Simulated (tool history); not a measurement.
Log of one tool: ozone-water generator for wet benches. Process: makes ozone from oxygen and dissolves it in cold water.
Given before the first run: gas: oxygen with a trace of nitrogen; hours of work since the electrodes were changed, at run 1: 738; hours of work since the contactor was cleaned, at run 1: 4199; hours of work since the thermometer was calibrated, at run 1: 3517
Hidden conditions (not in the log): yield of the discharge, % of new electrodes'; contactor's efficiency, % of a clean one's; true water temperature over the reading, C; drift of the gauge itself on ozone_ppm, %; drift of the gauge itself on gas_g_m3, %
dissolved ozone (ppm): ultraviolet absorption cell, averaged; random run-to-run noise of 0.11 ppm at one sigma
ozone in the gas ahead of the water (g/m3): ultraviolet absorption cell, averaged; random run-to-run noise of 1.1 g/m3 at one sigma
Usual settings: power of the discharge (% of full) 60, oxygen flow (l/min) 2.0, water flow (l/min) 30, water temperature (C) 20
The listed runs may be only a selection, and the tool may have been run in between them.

| run | day | power of the discharge (% of full) | oxygen flow (l/min) | water flow (l/min) | water temperature (C) | hours of work since the electrodes were changed | hours of work since the contactor was cleaned | hours of work since the thermometer was calibrated | dissolved ozone (ppm) | ozone in the gas ahead of the water (g/m3) |
|---|---|---|---|---|---|---|---|---|---|---|
| 1 | 0.000 | 60 | 2.0 | 30 | 20 | 738 | 4199 | 3517 | 7.7 | 194.3 |
| 2 | 1.750 | 67 | 2.0 | 30 | 20 | 770 | 4231 | 3549 | 8.5 | 209.0 |
| 3 | 3.700 | 67 | 2.0 | 30 | 20 | 805 | 4266 | 3584 | 8.4 | 207.1 |
| 4 | 6.775 | 67 | 2.0 | 30 | 20 | 861 | 4322 | 3639 | 8.3 | 208.0 |
| 5 | 9.329 | 60 | 2.0 | 30 | 20 | 907 | 4368 | 3686 | 7.8 | 195.3 |
| 6 | 10.942 | 60 | 2.0 | 30 | 17 | 936 | 4398 | 3715 | 8.1 | 191.1 |
| 7 | 13.479 | 60 | 2.0 | 30 | 17 | 982 | 4444 | 3761 | 8.0 | 193.5 |
| 8 | 15.321 | 60 | 2.0 | 30 | 17 | 1015 | 4477 | 3794 | 7.8 | 191.9 |
| 9 | 17.812 | 47 | 2.0 | 30 | 20 | 1061 | 4522 | 3839 | 6.7 | 162.4 |
| 10 | 19.979 | 60 | 2.0 | 23 | 20 | 1100 | 4561 | 3879 | 10.2 | 191.1 |
| 11 | 21.712 | 53 | 2.0 | 23 | 20 | 1131 | 4593 | 3910 | 9.5 | 178.6 |
|  | 21.967 | water thermometer calibrated |
| 12 | 24.754 | 60 | 2.0 | 30 | 14 | 1186 | 4647 | 50 | 8.0 | 191.2 |
| 13 | 26.650 | 60 | 2.0 | 30 | 14 | 1220 | 4682 | 85 | 8.0 | 192.6 |
| 14 | 28.983 | 60 | 2.0 | 30 | 14 | 1263 | 4724 | 127 | 8.0 | 191.5 |
| 15 | 30.250 | 60 | 2.0 | 30 | 14 | 1285 | 4747 | 150 | 7.9 | 190.9 |
| 16 | 31.571 | 60 | 2.0 | 30 | 14 | 1309 | 4771 | 174 | 8.1 | 192.2 |
| 17 | 33.462 | 60 | 2.0 | 30 | 20 | 1344 | 4805 | 208 | 7.8 | 188.9 |

Run 18 has not been measured yet. What should we expect?
| 18 | 34.958 | 86 | 2.1 | 44 | 17 | 1371 | 4832 | 235 | ? | ? |

dissolved ozone (ppm): 6.5
ozone in the gas ahead of the water (g/m3): 236.5
Minus the tool's unlogged condition, the same run would have read dissolved ozone (ppm) 7.2, ozone in the gas ahead of the water (g/m3) 244.1.

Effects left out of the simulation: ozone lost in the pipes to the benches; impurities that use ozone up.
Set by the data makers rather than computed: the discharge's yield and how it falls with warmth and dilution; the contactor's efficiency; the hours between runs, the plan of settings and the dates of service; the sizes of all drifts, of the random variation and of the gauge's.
